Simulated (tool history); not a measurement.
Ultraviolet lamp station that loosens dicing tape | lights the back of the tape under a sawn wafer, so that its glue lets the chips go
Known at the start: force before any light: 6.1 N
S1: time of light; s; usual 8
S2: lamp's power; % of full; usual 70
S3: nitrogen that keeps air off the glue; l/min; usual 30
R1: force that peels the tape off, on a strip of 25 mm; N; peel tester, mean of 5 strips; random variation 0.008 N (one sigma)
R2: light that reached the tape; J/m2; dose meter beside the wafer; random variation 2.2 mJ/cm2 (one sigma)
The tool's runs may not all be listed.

run	hour	S1	S2	S3	R1	R2
1	0.0	8	70	30	0.313	1750
2	12.4	8	70	30	0.324	1770
3	21.0	8	70	43	0.263	1780
4	33.1	8	70	43	0.269	1790
5	39.6	8	70	18	0.441	1740
6	49.1	8	70	18	0.420	1740
7	61.1	8	70	18	0.425	1750
8	73.2	8	70	30	0.313	1760
9	85.8	8	70	30	0.302	1770
10	97.3	8	64	30	0.379	1590
11	103.0	8	90	30	0.225	2250
12	110.7	8	70	55	0.245	1770
13	121.0	8	70	30	0.319	1790
14	131.7	8	70	30	0.294	1730
15	140.0	8	70	30	0.322	1780
16	148.0	7	70	30	0.389	1560
17	156.7	7	70	30	0.402	1530
18	163.1	8	75	30	0.282	1900
19	175.1	8	75	30	0.275	1930
20	182.8	8	75	30	0.270	1860
21	193.8	8	75	30	0.275	1920
22	199.0	8	70	30	0.313	1820
23	208.0	8	70	45	0.248	1800
24	214.5	4	80	23	1.011	1020
25	224.8	12	71	16	0.250	2680
26	231.7	5	70	56	0.526	1080
27	241.3	14	87	30	0.184	3850
28	250.1	4	88	31	0.699	1100
29	256.3	9	92	11	0.301	2600
30	266.6	13	92	11	0.203	3760
31	276.5	13	92	11	0.203	3790
# hour 288.8: window cleaned of glue's vapour
32	288.8	8	65	57	0.262	1610
33	294.1	8	65	57	0.256	1670
34	306.4	8	65	57	0.271	1640
35	313.4	8	70	30	0.314	1800
36	319.4	8	99	30	0.225	2450
37	324.9	7	67	28	0.437	1490
38	330.4	15	69	21	0.204	3240
39	336.9	10	67	37	0.230	2100
40	348.1	10	67	37	0.223	2080
41	353.9	12	88	37	0.186	3340
42	363.5	13	94	60	0.183	3870
43	370.7	8	76	30	0.268	1920

4 ways to go on from here, each from the tool as it stands after run 43. What would each give?
A	381.2	13	70	17	?	?
B	381.2	12	70	30	?	?
C	381.2	6	70	20	?	?
D	381.2	8	90	30	?	?

run	R1	R2
A	0.215	2840
B	0.206	2630
C	0.666	1290
D	0.237	2240
Without the tool's hidden state the same runs would have given:
run	R1	R2
A	0.215	2850
B	0.205	2630
C	0.664	1300
D	0.237	2240
